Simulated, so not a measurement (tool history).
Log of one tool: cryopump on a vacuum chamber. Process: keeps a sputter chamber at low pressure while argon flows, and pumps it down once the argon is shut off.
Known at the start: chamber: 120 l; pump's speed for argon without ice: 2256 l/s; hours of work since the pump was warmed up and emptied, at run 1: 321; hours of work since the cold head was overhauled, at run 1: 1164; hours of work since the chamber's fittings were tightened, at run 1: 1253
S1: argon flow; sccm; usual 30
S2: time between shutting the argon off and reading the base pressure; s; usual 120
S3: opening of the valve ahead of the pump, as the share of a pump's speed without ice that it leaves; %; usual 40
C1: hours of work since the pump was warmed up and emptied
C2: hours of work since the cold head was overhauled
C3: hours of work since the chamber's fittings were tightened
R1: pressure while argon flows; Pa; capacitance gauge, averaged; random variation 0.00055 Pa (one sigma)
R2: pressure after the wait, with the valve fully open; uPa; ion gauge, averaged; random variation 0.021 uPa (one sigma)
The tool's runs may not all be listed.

{"run": 1, "hour": 0.0, "S1": 30, "S2": 120, "S3": 40, "C1": 321, "C2": 1164, "C3": 1253, "R1": 0.0591, "R2": 1.75}
{"run": 2, "hour": 55.3, "S1": 39, "S2": 120, "S3": 40, "C1": 356, "C2": 1198, "C3": 1288, "R1": 0.0771, "R2": 1.85}
{"run": 3, "hour": 120.1, "S1": 30, "S2": 248, "S3": 40, "C1": 396, "C2": 1238, "C3": 1328, "R1": 0.0604, "R2": 1.78}
{"run": 4, "hour": 164.1, "S1": 23, "S2": 120, "S3": 40, "C1": 424, "C2": 1266, "C3": 1355, "R1": 0.0462, "R2": 1.98}
{"run": 5, "hour": 220.6, "S1": 23, "S2": 120, "S3": 40, "C1": 459, "C2": 1301, "C3": 1390, "R1": 0.0473, "R2": 2.01}
{"run": 6, "hour": 269.1, "S1": 23, "S2": 120, "S3": 40, "C1": 489, "C2": 1331, "C3": 1421, "R1": 0.0463, "R2": 2.04}
{"run": 7, "hour": 328.9, "S1": 30, "S2": 120, "S3": 40, "C1": 526, "C2": 1368, "C3": 1458, "R1": 0.061, "R2": 2.08}
{"run": 8, "hour": 401.5, "S1": 30, "S2": 120, "S3": 40, "C1": 571, "C2": 1413, "C3": 1503, "R1": 0.0619, "R2": 2.18}
{"run": 9, "hour": 486.4, "S1": 30, "S2": 120, "S3": 40, "C1": 624, "C2": 1466, "C3": 1556, "R1": 0.0616, "R2": 2.3}
{"run": 10, "hour": 570.3, "S1": 30, "S2": 120, "S3": 40, "C1": 676, "C2": 1518, "C3": 1608, "R1": 0.0629, "R2": 2.41}
{"run": 11, "hour": 621.4, "S1": 30, "S2": 120, "S3": 40, "C1": 708, "C2": 1550, "C3": 1640, "R1": 0.063, "R2": 2.5}
{"run": 12, "hour": 679.3, "S1": 30, "S2": 120, "S3": 40, "C1": 744, "C2": 1586, "C3": 1676, "R1": 0.0642, "R2": 2.6}
{"run": 13, "hour": 766.3, "S1": 30, "S2": 120, "S3": 40, "C1": 798, "C2": 1640, "C3": 1730, "R1": 0.0653, "R2": 2.67}
{"run": 14, "hour": 823.0, "S1": 30, "S2": 120, "S3": 16, "C1": 834, "C2": 1676, "C3": 1765, "R1": 0.149, "R2": 2.82}
{"hour": 832.8, "done": "pump warmed up, emptied and cooled again"}
{"run": 15, "hour": 918.1, "S1": 30, "S2": 160, "S3": 40, "C1": 53, "C2": 1732, "C3": 1821, "R1": 0.0565, "R2": 2.12}
{"run": 16, "hour": 960.6, "S1": 30, "S2": 160, "S3": 40, "C1": 80, "C2": 1758, "C3": 1848, "R1": 0.0575, "R2": 2.29}
{"hour": 1041.5, "done": "leaking fittings of the chamber tightened, without venting"}
{"run": 17, "hour": 1049.4, "S1": 30, "S2": 34, "S3": 40, "C1": 134, "C2": 1812, "C3": 5, "R1": 0.0573, "R2": 1.39}
{"run": 18, "hour": 1088.8, "S1": 30, "S2": 34, "S3": 40, "C1": 158, "C2": 1837, "C3": 29, "R1": 0.0581, "R2": 1.41}
{"run": 19, "hour": 1139.1, "S1": 30, "S2": 196, "S3": 33, "C1": 189, "C2": 1868, "C3": 61, "R1": 0.0707, "R2": 0.44}
{"run": 20, "hour": 1177.4, "S1": 30, "S2": 196, "S3": 33, "C1": 213, "C2": 1892, "C3": 85, "R1": 0.0695, "R2": 0.46}
{"run": 21, "hour": 1248.4, "S1": 24, "S2": 278, "S3": 40, "C1": 257, "C2": 1936, "C3": 129, "R1": 0.0461, "R2": 0.47}
{"run": 22, "hour": 1313.4, "S1": 29, "S2": 189, "S3": 40, "C1": 298, "C2": 1976, "C3": 169, "R1": 0.0574, "R2": 0.59}
{"run": 23, "hour": 1391.3, "S1": 18, "S2": 173, "S3": 40, "C1": 346, "C2": 2025, "C3": 218, "R1": 0.035, "R2": 0.62}
{"run": 24, "hour": 1452.0, "S1": 18, "S2": 173, "S3": 40, "C1": 384, "C2": 2063, "C3": 255, "R1": 0.0352, "R2": 0.69}
{"run": 25, "hour": 1513.4, "S1": 18, "S2": 104, "S3": 17, "C1": 422, "C2": 2101, "C3": 294, "R1": 0.0819, "R2": 0.94}
{"run": 26, "hour": 1580.6, "S1": 18, "S2": 104, "S3": 36, "C1": 464, "C2": 2143, "C3": 335, "R1": 0.0408, "R2": 0.95}
{"run": 27, "hour": 1637.0, "S1": 16, "S2": 300, "S3": 57, "C1": 499, "C2": 2178, "C3": 371, "R1": 0.0238, "R2": 0.77}
{"run": 28, "hour": 1706.9, "S1": 55, "S2": 120, "S3": 31, "C1": 543, "C2": 2221, "C3": 414, "R1": 0.1437, "R2": 1.04}
{"run": 29, "hour": 1752.4, "S1": 16, "S2": 32, "S3": 25, "C1": 571, "C2": 2250, "C3": 442, "R1": 0.0504, "R2": 2.0}
{"run": 30, "hour": 1806.5, "S1": 15, "S2": 74, "S3": 57, "C1": 605, "C2": 2283, "C3": 476, "R1": 0.0229, "R2": 1.31}
{"run": 31, "hour": 1848.9, "S1": 15, "S2": 74, "S3": 36, "C1": 631, "C2": 2310, "C3": 502, "R1": 0.0346, "R2": 1.3}
{"run": 32, "hour": 1912.6, "S1": 40, "S2": 230, "S3": 35, "C1": 671, "C2": 2349, "C3": 542, "R1": 0.0945, "R2": 1.01}
{"run": 33, "hour": 1955.3, "S1": 15, "S2": 120, "S3": 40, "C1": 697, "C2": 2376, "C3": 569, "R1": 0.0316, "R2": 1.25}

Forecast each of these 3 alternatives for the next run:
{"run": "A", "hour": 2008.9, "S1": 15, "S2": 120, "S3": 19, "C1": 731, "C2": 2409, "C3": 602, "R1": "?", "R2": "?"}
{"run": "B", "hour": 2008.9, "S1": 17, "S2": 120, "S3": 23, "C1": 731, "C2": 2409, "C3": 602, "R1": "?", "R2": "?"}
{"run": "C", "hour": 2008.9, "S1": 15, "S2": 75, "S3": 38, "C1": 731, "C2": 2409, "C3": 602, "R1": "?", "R2": "?"}

run=A R1=0.0630 R2=1.29
run=B R1=0.0591 R2=1.28
run=C R1=0.0338 R2=1.54
Without the tool's hidden state the same runs would have given:
run=A R1=0.0592 R2=0.48
run=B R1=0.0549 R2=0.48
run=C R1=0.0301 R2=0.73
